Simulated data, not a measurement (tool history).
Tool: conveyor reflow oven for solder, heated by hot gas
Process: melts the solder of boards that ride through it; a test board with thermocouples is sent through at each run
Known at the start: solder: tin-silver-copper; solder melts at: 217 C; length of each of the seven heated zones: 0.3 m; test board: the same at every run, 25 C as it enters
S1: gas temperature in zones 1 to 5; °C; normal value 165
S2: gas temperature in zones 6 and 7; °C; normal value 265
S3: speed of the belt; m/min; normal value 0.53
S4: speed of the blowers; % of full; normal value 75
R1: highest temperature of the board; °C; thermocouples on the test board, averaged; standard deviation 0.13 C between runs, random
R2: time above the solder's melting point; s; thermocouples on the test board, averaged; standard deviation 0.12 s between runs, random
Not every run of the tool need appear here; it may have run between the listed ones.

run,hour,S1,S2,S3,S4,R1,R2
1,0,165,265,0.53,75,250.4,47.3
2,57.9,165,265,0.53,75,250.2,47.1
# hour 103.4: thermocouples of zones 6 and 7 changed
3,122.1,165,265,0.53,75,248.5,45.7
4,172.4,165,265,0.53,75,248.2,45.5
5,231.9,165,265,0.53,75,248.2,45.4
6,261.6,165,265,0.53,75,247.9,45.4
7,302.6,165,265,0.63,75,241.5,32.2
8,351.4,165,260,0.53,75,243.6,42
9,392.4,165,265,0.53,51,240.9,37.3
10,457.3,165,265,0.53,51,240.8,37.4
11,516,165,265,0.53,51,240.5,37.1
12,577.9,165,265,0.53,51,240.3,36.8
# hour 614: flux residue cleaned out of gas plates and filters
13,645.6,173,265,0.53,75,252,51.1
14,689.4,173,265,0.53,75,252,51.3
15,756,173,265,0.53,75,251.5,51.1
16,790.8,173,265,0.53,75,251.7,51.1
17,839.2,153,265,0.53,62,244.7,39.3
18,875.8,165,263,0.53,73,247.9,45.8
19,931.2,156,265,0.489,87,253.8,52.7
20,976.7,156,265,0.489,87,253.8,52.5
21,1038.9,156,265,0.489,87,253.6,52.3
22,1098.1,156,265,0.489,87,253.3,52.4
23,1154.5,156,265,0.489,87,252.9,52
24,1218.7,179,265,0.457,75,256.1,64.9
25,1277.7,179,265,0.457,75,255.9,65.3
26,1341.2,173,272,0.457,75,261.2,66.2
27,1402.5,163,265,0.623,54,235.1,25.5
28,1432.5,165,265,0.53,67,246.9,44.2
# hour 1453.1: flux residue cleaned out of gas plates and filters
29,1465.4,165,265,0.53,67,250.6,47.9
30,1524.9,165,265,0.582,75,249,42.2
# hour 1571.9: thermocouples of zones 6 and 7 changed
31,1574.6,165,265,0.582,75,245.5,39.8

Measured minus without-hidden-state, run by run (identical run-to-run variation in each term; gauge scatter may differ):
What the log doesn't record here: heat that the gas passes to the board, % of a clean oven's; belt's true speed, % of the reading; true gas temperature in zones 6 and 7 over the reading, C; drift of the gauge itself on peak_c, C; drift of the gauge itself on liquid_s, %.
run,R1,R2
1,+1.2,+0.8
2,+1.1,+0.7
3,-0.8,-0.6
4,-0.9,-0.7
5,-1,-0.9
6,-1.1,-0.9
7,-1.6,-1.4
8,-1.3,-1.3
9,-1.1,-1.2
10,-1.3,-1.3
11,-1.4,-1.4
12,-1.5,-1.7
13,+1.5,+1.6
14,+1.4,+1.5
15,+1.3,+1.4
16,+1.2,+1.3
17,+1.1,+1.3
18,+1.1,+1.2
19,+1,+0.9
20,+0.9,+0.9
21,+0.7,+0.8
22,+0.6,+0.6
23,+0.4,+0.5
24,+0.9,+1.1
25,+0.9,+1.1
26,+0.6,+1
27,-0.6,-0.7
28,-0.3,-0.2
29,+3.2,+3.3
30,+3.1,+2.9
31,-0.4,+0.5

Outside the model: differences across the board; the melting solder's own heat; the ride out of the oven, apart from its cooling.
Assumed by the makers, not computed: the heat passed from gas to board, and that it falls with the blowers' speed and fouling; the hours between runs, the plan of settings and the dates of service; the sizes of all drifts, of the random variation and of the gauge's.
